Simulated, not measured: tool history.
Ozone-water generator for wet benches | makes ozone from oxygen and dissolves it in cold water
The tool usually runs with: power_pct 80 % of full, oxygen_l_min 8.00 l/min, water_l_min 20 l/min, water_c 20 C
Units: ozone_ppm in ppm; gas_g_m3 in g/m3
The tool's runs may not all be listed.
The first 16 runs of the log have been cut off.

{"run": 17, "hour": 1508.6, "power_pct": 42, "oxygen_l_min": 9.13, "water_l_min": 18, "water_c": 12, "ozone_ppm": 27.4, "gas_g_m3": 162.0}
{"hour": 1521.6, "done": "contactor cleaned"}
{"run": 18, "hour": 1580.0, "power_pct": 52, "oxygen_l_min": 8.0, "water_l_min": 20, "water_c": 19, "ozone_ppm": 25.9, "gas_g_m3": 204.0}
{"run": 19, "hour": 1696.5, "power_pct": 43, "oxygen_l_min": 9.26, "water_l_min": 18, "water_c": 12, "ozone_ppm": 27.4, "gas_g_m3": 163.1}
{"run": 20, "hour": 1787.2, "power_pct": 43, "oxygen_l_min": 9.26, "water_l_min": 18, "water_c": 12, "ozone_ppm": 27.2, "gas_g_m3": 164.5}
{"run": 21, "hour": 1917.5, "power_pct": 45, "oxygen_l_min": 8.0, "water_l_min": 20, "water_c": 20, "ozone_ppm": 23.1, "gas_g_m3": 183.9}
{"run": 22, "hour": 2036.1, "power_pct": 45, "oxygen_l_min": 8.0, "water_l_min": 20, "water_c": 20, "ozone_ppm": 22.9, "gas_g_m3": 181.6}
{"hour": 2089.9, "done": "contactor cleaned, once more"}
{"run": 23, "hour": 2131.4, "power_pct": 80, "oxygen_l_min": 10.92, "water_l_min": 20, "water_c": 20, "ozone_ppm": 32.0, "gas_g_m3": 220.4}
{"run": 24, "hour": 2234.0, "power_pct": 47, "oxygen_l_min": 10.22, "water_l_min": 20, "water_c": 20, "ozone_ppm": 23.0, "gas_g_m3": 161.6}
{"run": 25, "hour": 2365.8, "power_pct": 47, "oxygen_l_min": 10.22, "water_l_min": 20, "water_c": 20, "ozone_ppm": 22.8, "gas_g_m3": 161.4}
{"run": 26, "hour": 2433.1, "power_pct": 80, "oxygen_l_min": 8.0, "water_l_min": 19, "water_c": 28, "ozone_ppm": 30.1, "gas_g_m3": 264.0}
{"run": 27, "hour": 2496.1, "power_pct": 59, "oxygen_l_min": 4.83, "water_l_min": 26, "water_c": 24, "ozone_ppm": 21.8, "gas_g_m3": 293.9}
{"run": 28, "hour": 2585.2, "power_pct": 59, "oxygen_l_min": 4.83, "water_l_min": 12, "water_c": 19, "ozone_ppm": 43.9, "gas_g_m3": 288.1}

Run 29 comes next. What will it give?
{"run": 29, "hour": 2710.1, "power_pct": 68, "oxygen_l_min": 4.01, "water_l_min": 21, "water_c": 19, "ozone_ppm": "?", "gas_g_m3": "?"}

{"run 29": {"ozone_ppm": 30.8, "gas_g_m3": 355.0}}
Had the tool carried no hidden state, the very same run would have given ozone_ppm 36.3 ppm, gas_g_m3 414.5 g/m3.
